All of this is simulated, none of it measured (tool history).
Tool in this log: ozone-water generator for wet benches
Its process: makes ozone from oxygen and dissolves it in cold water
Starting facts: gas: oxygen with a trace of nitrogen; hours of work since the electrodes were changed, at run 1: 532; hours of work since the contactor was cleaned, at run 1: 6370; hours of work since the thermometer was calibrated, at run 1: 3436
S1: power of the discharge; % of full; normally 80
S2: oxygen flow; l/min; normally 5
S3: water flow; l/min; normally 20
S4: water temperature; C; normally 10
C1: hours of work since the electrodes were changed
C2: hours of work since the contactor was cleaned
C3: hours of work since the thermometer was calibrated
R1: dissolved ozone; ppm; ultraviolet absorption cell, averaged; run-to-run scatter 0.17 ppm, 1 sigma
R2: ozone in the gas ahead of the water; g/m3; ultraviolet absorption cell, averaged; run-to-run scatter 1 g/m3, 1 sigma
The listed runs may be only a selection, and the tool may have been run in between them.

run,hour,S1,S2,S3,S4,C1,C2,C3,R1,R2
1,0,80,5,20,10,532,6370,3436,21,172.6
2,55.5,80,5,20,10,567,6406,3471,21.2,173.6
3,122.5,80,5,20,10,610,6448,3514,21.1,172.2
4,193.4,80,5,20,10,655,6494,3559,21,171.2
5,238,80,5,20,10,684,6522,3588,21,172.6
6,272.2,80,5,20,10,706,6544,3610,20.8,171.8
7,313.6,80,5,20,10,732,6571,3636,20.8,173.2
8,377.6,80,5,20,10,773,6611,3677,20.7,172.3
9,445.5,80,5,20,10,817,6655,3720,21,171.3
10,488.9,80,5,12,10,844,6683,3748,31.3,170.6
11,544.1,82,5,12,10,880,6718,3783,31.7,173
12,603.4,82,5,12,10,918,6756,3821,31.7,174.5
13,658,82,5,12,10,952,6791,3856,31.6,174.3
14,714.5,80,5,20,10,989,6827,3892,20.9,171.7
15,784,80,5,20,10,1033,6871,3937,20.7,170.3
# hour 789.5: water thermometer calibrated
16,855.8,42,3.65,15,12,1079,6917,42,17.3,136.8
17,905.6,42,3.65,15,12,1110,6949,74,17.3,135.7
18,974.7,80,6.21,31,15,1155,6993,118,12.9,150.2
19,1026.4,80,6.21,31,15,1188,7026,152,13.3,149.8
20,1059.6,80,7.05,31,8,1209,7047,173,14.2,138.5
21,1113.1,49,7.05,31,8,1243,7081,207,10.6,101.4
22,1150.3,49,7.05,31,8,1267,7105,231,10.3,100.8
23,1197.9,49,7.05,31,7,1297,7136,261,10.3,99.9
24,1239.7,99,5,13,10,1324,7162,288,33.4,193
25,1297,77,8.38,26,11,1361,7199,325,15.6,121.7
26,1328.8,79,2.56,18,6,1381,7219,345,21.9,247.8
27,1359.7,79,2.56,18,6,1401,7239,365,22,247.8
28,1395,79,2.56,18,6,1423,7262,387,21.9,251.4
29,1428.2,61,3.05,20,10,1445,7283,408,16.6,190.6
30,1470,61,7.11,15,10,1471,7310,435,21.5,113.9

Below are 3 alternative next runs, each starting from the tool's condition after run 30. Predict each:
A,1507.3,80,3.28,27,12,1495,7334,459,?,?
B,1507.3,89,5,20,10,1495,7334,459,?,?
C,1507.3,43,7.11,13,14,1495,7334,459,?,?

run,R1,R2
A,14.3,216
B,22.2,178.3
C,17.1,92.2
With no hidden state in the tool, these same runs would have given:
run,R1,R2
A,15.5,224.6
B,24,185.9
C,18,94.5
